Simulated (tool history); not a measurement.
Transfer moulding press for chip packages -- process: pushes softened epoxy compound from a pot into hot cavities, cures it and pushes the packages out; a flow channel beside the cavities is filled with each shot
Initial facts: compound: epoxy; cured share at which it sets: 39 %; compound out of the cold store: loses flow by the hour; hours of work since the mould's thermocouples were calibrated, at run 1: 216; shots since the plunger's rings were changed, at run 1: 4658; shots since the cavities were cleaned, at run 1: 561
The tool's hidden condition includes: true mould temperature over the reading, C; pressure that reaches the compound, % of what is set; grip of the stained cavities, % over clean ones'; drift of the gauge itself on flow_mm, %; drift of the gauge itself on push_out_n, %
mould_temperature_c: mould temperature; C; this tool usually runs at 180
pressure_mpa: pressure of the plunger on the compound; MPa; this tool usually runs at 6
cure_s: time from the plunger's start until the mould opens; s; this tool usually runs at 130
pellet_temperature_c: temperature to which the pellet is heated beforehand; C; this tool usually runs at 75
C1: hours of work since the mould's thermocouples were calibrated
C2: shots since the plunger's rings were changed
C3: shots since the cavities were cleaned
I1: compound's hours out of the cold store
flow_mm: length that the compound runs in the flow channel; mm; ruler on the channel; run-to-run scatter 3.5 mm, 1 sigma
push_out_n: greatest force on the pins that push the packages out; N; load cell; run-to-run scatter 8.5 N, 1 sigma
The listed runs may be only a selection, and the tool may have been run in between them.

run 1 hour=0 | mould_temperature_c=180 pressure_mpa=6 cure_s=130 pellet_temperature_c=75 | C1=216 C2=4658 C3=561 | I1=23.2 | flow_mm=787 push_out_n=524
run 2 hour=6.1 | mould_temperature_c=180 pressure_mpa=6 cure_s=130 pellet_temperature_c=75 | C1=219 C2=4703 C3=606 | I1=30.6 | flow_mm=750 push_out_n=551
run 3 hour=15.2 | mould_temperature_c=180 pressure_mpa=6 cure_s=130 pellet_temperature_c=75 | C1=224 C2=4770 C3=673 | I1=18.7 | flow_mm=801 push_out_n=556
run 4 hour=20.3 | mould_temperature_c=180 pressure_mpa=6 cure_s=126 pellet_temperature_c=75 | C1=226 C2=4807 C3=710 | I1=9.5 | flow_mm=850 push_out_n=601
run 5 hour=25.9 | mould_temperature_c=180 pressure_mpa=6 cure_s=121 pellet_temperature_c=75 | C1=229 C2=4848 C3=751 | I1=22.1 | flow_mm=787 push_out_n=637
run 6 hour=33.4 | mould_temperature_c=180 pressure_mpa=6 cure_s=121 pellet_temperature_c=82 | C1=233 C2=4903 C3=806 | I1=39.9 | flow_mm=711 push_out_n=607
run 7 hour=43.2 | mould_temperature_c=186 pressure_mpa=6 cure_s=121 pellet_temperature_c=82 | C1=237 C2=4975 C3=878 | I1=22.8 | flow_mm=754 push_out_n=498
run 8 hour=49.3 | mould_temperature_c=186 pressure_mpa=6 cure_s=121 pellet_temperature_c=82 | C1=240 C2=5019 C3=922 | I1=42 | flow_mm=682 push_out_n=517
-- hour=56.7 cavities cleaned with cleaning compound and waxed
run 9 hour=61.5 | mould_temperature_c=186 pressure_mpa=6 cure_s=121 pellet_temperature_c=82 | C1=246 C2=5098 C3=35 | I1=42 | flow_mm=685 push_out_n=333
run 10 hour=72.5 | mould_temperature_c=186 pressure_mpa=6 cure_s=121 pellet_temperature_c=82 | C1=251 C2=5179 C3=116 | I1=43.6 | flow_mm=675 push_out_n=351
run 11 hour=83.7 | mould_temperature_c=185 pressure_mpa=6 cure_s=130 pellet_temperature_c=75 | C1=257 C2=5261 C3=198 | I1=9.5 | flow_mm=821 push_out_n=383
-- hour=86.5 mould's thermocouples calibrated
run 12 hour=92.8 | mould_temperature_c=185 pressure_mpa=6 cure_s=130 pellet_temperature_c=75 | C1=3 C2=5313 C3=250 | I1=14.8 | flow_mm=794 push_out_n=406
run 13 hour=101.6 | mould_temperature_c=185 pressure_mpa=6 cure_s=130 pellet_temperature_c=75 | C1=7 C2=5377 C3=314 | I1=33.2 | flow_mm=713 push_out_n=423
run 14 hour=106.2 | mould_temperature_c=183 pressure_mpa=4.74 cure_s=123 pellet_temperature_c=81 | C1=10 C2=5411 C3=348 | I1=32.5 | flow_mm=643 push_out_n=451
run 15 hour=112.5 | mould_temperature_c=184 pressure_mpa=6 cure_s=125 pellet_temperature_c=66 | C1=13 C2=5457 C3=394 | I1=11.6 | flow_mm=814 push_out_n=481
run 16 hour=120.4 | mould_temperature_c=184 pressure_mpa=6 cure_s=125 pellet_temperature_c=66 | C1=17 C2=5515 C3=452 | I1=8.6 | flow_mm=818 push_out_n=471
-- hour=123.2 mould's thermocouples calibrated, once more
run 17 hour=128.8 | mould_temperature_c=180 pressure_mpa=6 cure_s=130 pellet_temperature_c=79 | C1=3 C2=5562 C3=499 | I1=24.9 | flow_mm=769 push_out_n=522
run 18 hour=135 | mould_temperature_c=180 pressure_mpa=6 cure_s=112 pellet_temperature_c=81 | C1=6 C2=5607 C3=544 | I1=34.9 | flow_mm=727 push_out_n=660
run 19 hour=146.4 | mould_temperature_c=187 pressure_mpa=5.18 cure_s=151 pellet_temperature_c=65 | C1=11 C2=5691 C3=628 | I1=21.8 | flow_mm=705 push_out_n=447
run 20 hour=153.6 | mould_temperature_c=187 pressure_mpa=5.18 cure_s=151 pellet_temperature_c=65 | C1=15 C2=5744 C3=681 | I1=40.7 | flow_mm=632 push_out_n=458
run 21 hour=160.9 | mould_temperature_c=187 pressure_mpa=5.18 cure_s=151 pellet_temperature_c=65 | C1=19 C2=5797 C3=734 | I1=45.4 | flow_mm=611 push_out_n=471
run 22 hour=167.2 | mould_temperature_c=187 pressure_mpa=5.18 cure_s=130 pellet_temperature_c=73 | C1=22 C2=5844 C3=781 | I1=32.7 | flow_mm=658 push_out_n=468
run 23 hour=176.2 | mould_temperature_c=187 pressure_mpa=5.18 cure_s=130 pellet_temperature_c=73 | C1=26 C2=5909 C3=846 | I1=31.4 | flow_mm=659 push_out_n=485
-- hour=181.1 plunger's sealing rings changed
run 24 hour=188.2 | mould_temperature_c=187 pressure_mpa=6.23 cure_s=144 pellet_temperature_c=73 | C1=31 C2=52 C3=916 | I1=13.8 | flow_mm=855 push_out_n=503
-- hour=196.8 cavities cleaned with cleaning compound and waxed
run 25 hour=197.8 | mould_temperature_c=187 pressure_mpa=7.12 cure_s=130 pellet_temperature_c=75 | C1=35 C2=111 C3=7 | I1=18.5 | flow_mm=891 push_out_n=326

Across each entry between runs, compare the hidden state at the last listed run before it with the hidden state at the first listed run after it:
Between runs 8 and 9: cavities cleaned with cleaning compound and waxed (hour 56.7)
  pressure that reaches the compound, % of what is set: 89.05 -> 88.89; grip of the stained cavities, % over clean ones': 59.1 -> 5.9
  the result without the hidden state subtracted from the measured one, flow_mm: -41 -> -42 mm; push_out_n: +192 -> +18 N
Between runs 11 and 12: mould's thermocouples calibrated (hour 86.5)
  true mould temperature over the reading, C: 0.29 -> 0.37; pressure that reaches the compound, % of what is set: 88.55 -> 88.43; grip of the stained cavities, % over clean ones': 21.6 -> 25.9
  the result without the hidden state subtracted from the measured one, flow_mm: -53 -> -52 mm; push_out_n: +67 -> +81 N
Between runs 16 and 17: mould's thermocouples calibrated, once more (hour 123.2)
  true mould temperature over the reading, C: 0.39 -> -0.15; pressure that reaches the compound, % of what is set: 88.01 -> 87.91; grip of the stained cavities, % over clean ones': 40.2 -> 43.1
  the result without the hidden state subtracted from the measured one, flow_mm: -55 -> -51 mm; push_out_n: +132 -> +160 N
Between runs 23 and 24: plunger's sealing rings changed (hour 181.1)
  true mould temperature over the reading, C: -0.14 -> -0.13; pressure that reaches the compound, % of what is set: 87.16 -> 99.83; grip of the stained cavities, % over clean ones': 59.6 -> 62.2
  the result without the hidden state subtracted from the measured one, flow_mm: -47 -> +0 mm; push_out_n: +183 -> +194 N
Between runs 24 and 25: cavities cleaned with cleaning compound and waxed (hour 196.8)
  pressure that reaches the compound, % of what is set: 99.83 -> 99.71; grip of the stained cavities, % over clean ones': 62.2 -> 4.1
  the result without the hidden state subtracted from the measured one, flow_mm: +0 -> +0 mm; push_out_n: +194 -> +13 N
